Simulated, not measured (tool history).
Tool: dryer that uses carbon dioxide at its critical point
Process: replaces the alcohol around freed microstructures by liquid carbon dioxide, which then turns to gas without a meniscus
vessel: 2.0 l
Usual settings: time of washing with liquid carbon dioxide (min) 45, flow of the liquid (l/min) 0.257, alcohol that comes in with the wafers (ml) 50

run   hour  time of washing with liquid carbon dioxide (min)  flow of the liquid (l/min)  alcohol that comes in with the wafers (ml)  alcohol left in the vessel before it's heated (ppm by volume)
  1      0                                                45                       0.257                                          50                                                            179
  2   17.5                                                45                       0.277                                          50                                                            149
  3   34.5                                                45                       0.273                                          50                                                            142
  4   45.5                                                45                       0.273                                          50                                                            151
  5     54                                                45                       0.273                                          50                                                            154
  6   68.1                                                45                       0.273                                          50                                                            150
  7   78.5                                                45                       0.273                                          50                                                            141
  8   91.2                                                45                       0.257                                          31                                                            145
  9  100.3                                                45                       0.257                                          31                                                            134
 10  110.4                                                45                       0.257                                          50                                                            201
 11    125                                                28                       0.257                                          50                                                           1158
 12  140.5                                                45                       0.257                                          39                                                            169
 13  156.4                                                45                       0.257                                          39                                                            163
 14  169.1                                                45                       0.257                                          39                                                            173
 15  177.6                                                45                       0.257                                          39                                                            183
 16    187                                                45                       0.257                                          39                                                            179
 17  202.4                                                45                       0.257                                          50                                                            222
 18    219                                                45                       0.257                                          50                                                            220
 19  228.9                                                45                       0.257                                          50                                                            223
 20  236.7                                                45                       0.325                                          50                                                             91
 21  252.4                                                45                       0.422                                          50                                                             53
 22  268.3                                                45                       0.422                                          50                                                             52
 23  278.4                                                45                       0.257                                          50                                                            233
 24  286.9                                                66                       0.246                                          22                                                             61
 25  302.1                                                28                       0.246                                          78                                                           2238
 26    312                                                68                       0.356                                          53                                                             43
 27  322.8                                                68                       0.407                                         119                                                             45
 28  334.5                                                57                       0.407                                         119                                                             56
 29  349.3                                                28                       0.417                                          28                                                            148
 30  366.6                                                33                       0.364                                          28                                                            144
 31    381                                                45                       0.405                                          50                                                             55
 32  395.1                                                45                       0.239                                          31                                                            230
 33  406.4                                                45                       0.347                                          88                                                            116
 34  413.7                                                45                       0.257                                          61                                                            299
 35  428.3                                                65                       0.257                                          69                                                             91
 36  443.2                                                65                       0.257                                          69                                                             83
 37  455.3                                                33                       0.257                                          69                                                           1088
 38  471.9                                                33                       0.257                                          69                                                           1097
 39  484.4                                                44                       0.437                                         107                                                             62
 40  492.6                                                33                       0.257                                          50                                                            832
 41  504.6                                                33                       0.257                                          50                                                            862
 42  522.3                                                33                       0.257                                          50                                                            840
 43  537.6                                                37                       0.171                                          50                                                           1999
 44  545.9                                                45                       0.257                                          58                                                            318
 45  554.8                                                40                       0.196                                          28                                                            662
 46  568.2                                                48                       0.327                                          29                                                             79

3 ways to go on from here, each from the tool as it stands after run 46. What would each give?
  A   585                                                45                       0.319                                          50                                                              ?
  B   585                                                45                        0.29                                          30                                                              ?
  C   585                                                60                       0.201                                          28                                                              ?

run  alcohol left in the vessel before it's heated (ppm by volume)
  A                                                            134
  B                                                            133
  C                                                            183
Without the tool's hidden state the same runs would have given:
run  alcohol left in the vessel before it's heated (ppm by volume)
  A                                                             43
  B                                                             42
  C                                                             80
